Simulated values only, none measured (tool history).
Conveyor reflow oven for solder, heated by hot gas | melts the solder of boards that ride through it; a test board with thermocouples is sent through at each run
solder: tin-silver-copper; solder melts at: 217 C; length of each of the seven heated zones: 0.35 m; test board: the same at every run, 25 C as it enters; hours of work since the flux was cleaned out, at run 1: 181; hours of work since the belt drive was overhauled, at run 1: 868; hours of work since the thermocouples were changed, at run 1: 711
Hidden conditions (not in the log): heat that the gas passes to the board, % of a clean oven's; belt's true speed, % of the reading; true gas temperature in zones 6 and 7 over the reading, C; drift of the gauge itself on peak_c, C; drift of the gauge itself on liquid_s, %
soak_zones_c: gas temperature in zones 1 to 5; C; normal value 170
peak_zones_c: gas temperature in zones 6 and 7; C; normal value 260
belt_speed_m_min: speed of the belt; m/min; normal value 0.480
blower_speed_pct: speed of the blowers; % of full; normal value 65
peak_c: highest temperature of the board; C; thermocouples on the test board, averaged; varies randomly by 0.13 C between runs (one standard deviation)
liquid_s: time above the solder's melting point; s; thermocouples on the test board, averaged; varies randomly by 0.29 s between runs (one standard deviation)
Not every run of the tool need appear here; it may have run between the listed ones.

run	hour	soak_zones_c	peak_zones_c	belt_speed_m_min	blower_speed_pct	hours of work since the flux was cleaned out	hours of work since the belt drive was overhauled	hours of work since the thermocouples were changed	peak_c	liquid_s
1	0.0	170	260	0.480	65	181	868	711	246.5	60.0
2	46.8	170	260	0.438	65	217	904	747	249.1	69.9
3	97.2	170	260	0.438	65	256	943	786	249.0	69.5
# hour 120.0: flux residue cleaned out of gas plates and filters
4	142.0	170	260	0.438	65	17	974	817	248.9	69.2
5	182.6	170	260	0.480	65	48	1005	848	246.7	60.1
6	256.1	170	260	0.480	65	105	1062	905	246.5	60.0
7	317.0	170	260	0.480	65	152	1109	952	246.7	59.8
8	351.7	170	260	0.480	65	179	1136	979	246.7	59.9
# hour 402.7: belt drive overhauled, speed set with a stopwatch
9	410.3	170	260	0.480	65	221	6	1021	246.6	59.3
# hour 476.6: flux residue cleaned out of gas plates and filters
10	478.2	182	260	0.523	65	1	54	1070	246.1	58.1
11	526.9	172	270	0.439	86	39	92	1107	262.2	81.5
12	566.7	165	255	0.439	83	70	123	1138	247.0	67.0
13	609.5	174	254	0.439	56	103	156	1171	241.9	61.8
14	680.4	170	260	0.521	65	157	211	1226	244.0	52.2
15	728.6	170	270	0.521	65	195	248	1263	252.9	59.0
16	781.9	161	264	0.486	89	236	289	1304	254.0	63.9

Below are 5 alternative next runs, each starting from the tool's condition after run 16. Predict each:
# hour 812.1: thermocouples of zones 6 and 7 changed
# hour 835.8: flux residue cleaned out of gas plates and filters
A	867.8	163	260	0.480	65	25	350	39	?	?
# hour 812.1: thermocouples of zones 6 and 7 changed
# hour 835.8: flux residue cleaned out of gas plates and filters
B	867.8	168	254	0.573	89	25	350	39	?	?
# hour 812.1: thermocouples of zones 6 and 7 changed
# hour 835.8: flux residue cleaned out of gas plates and filters
C	867.8	171	260	0.480	65	25	350	39	?	?
# hour 812.1: thermocouples of zones 6 and 7 changed
# hour 835.8: flux residue cleaned out of gas plates and filters
D	867.8	170	260	0.557	65	25	350	39	?	?
# hour 812.1: thermocouples of zones 6 and 7 changed
# hour 835.8: flux residue cleaned out of gas plates and filters
E	867.8	168	260	0.480	65	25	350	39	?	?

run	peak_c	liquid_s
A	245.2	55.9
B	241.1	45.4
C	246.5	60.8
D	241.9	45.6
E	246.2	58.1
The same runs, with their run-to-run variation unchanged, on a tool lacking any hidden condition would have given:
run	peak_c	liquid_s
A	245.2	55.8
B	241.1	45.3
C	246.5	60.8
D	241.9	45.6
E	246.2	58.0

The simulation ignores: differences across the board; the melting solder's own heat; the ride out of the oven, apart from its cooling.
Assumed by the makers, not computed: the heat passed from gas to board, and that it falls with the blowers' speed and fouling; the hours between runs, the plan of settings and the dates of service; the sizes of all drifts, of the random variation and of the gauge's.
